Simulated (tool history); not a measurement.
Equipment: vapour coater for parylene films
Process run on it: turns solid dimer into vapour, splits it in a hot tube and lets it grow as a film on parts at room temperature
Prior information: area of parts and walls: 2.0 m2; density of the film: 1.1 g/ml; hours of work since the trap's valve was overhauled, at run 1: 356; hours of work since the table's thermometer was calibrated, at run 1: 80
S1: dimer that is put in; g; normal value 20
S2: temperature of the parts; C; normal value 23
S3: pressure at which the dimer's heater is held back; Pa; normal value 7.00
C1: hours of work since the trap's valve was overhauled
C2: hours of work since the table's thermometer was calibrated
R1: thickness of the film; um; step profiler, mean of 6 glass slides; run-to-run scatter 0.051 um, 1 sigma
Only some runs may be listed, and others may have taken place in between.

run	hour	S1	S2	S3	C1	C2	R1
1	0.0	20	23	7.00	356	80	5.53
2	48.1	20	23	3.13	381	105	6.11
3	100.5	20	23	3.09	408	132	6.11
4	143.2	20	23	7.00	430	155	5.47
5	198.7	20	23	7.00	459	183	5.43
6	262.5	20	23	7.00	493	217	5.43
7	306.7	20	23	7.00	516	240	5.31
8	340.8	20	23	7.00	534	258	5.33
9	400.1	20	23	7.00	565	289	5.38
10	475.5	20	23	7.00	604	328	5.32
11	511.1	20	23	3.27	623	347	5.76
# hour 527.8: trap's valve overhauled
12	593.7	20	23	3.27	34	388	6.34
13	642.0	8	23	7.00	60	413	2.29
14	692.2	20	23	2.10	86	439	6.67
15	769.6	10	23	2.50	126	480	3.24
16	810.4	10	23	2.50	148	501	3.26
17	881.4	10	23	2.50	185	538	3.16
18	948.8	20	23	9.39	220	573	5.48
19	1010.1	20	23	9.39	252	605	5.37
20	1082.7	11	23	4.98	290	643	3.19
21	1152.4	20	33	7.00	326	680	4.64
22	1194.4	20	23	10.72	348	702	5.26
23	1257.6	33	33	10.72	381	735	7.27
24	1328.5	10	23	7.00	418	772	2.73
25	1377.5	36	31	7.78	444	797	8.33
26	1430.9	12	28	11.16	472	825	2.84

Forecast each of these 3 alternatives for the next run:
A	1473.4	18	23	7.77	494	848	?
B	1473.4	14	23	7.00	494	848	?
C	1473.4	20	18	7.00	494	848	?

run	R1
A	4.77
B	3.70
C	5.84
The same runs, with their run-to-run variation unchanged, on a tool lacking any hidden condition would have given:
run	R1
A	5.13
B	3.97
C	6.28

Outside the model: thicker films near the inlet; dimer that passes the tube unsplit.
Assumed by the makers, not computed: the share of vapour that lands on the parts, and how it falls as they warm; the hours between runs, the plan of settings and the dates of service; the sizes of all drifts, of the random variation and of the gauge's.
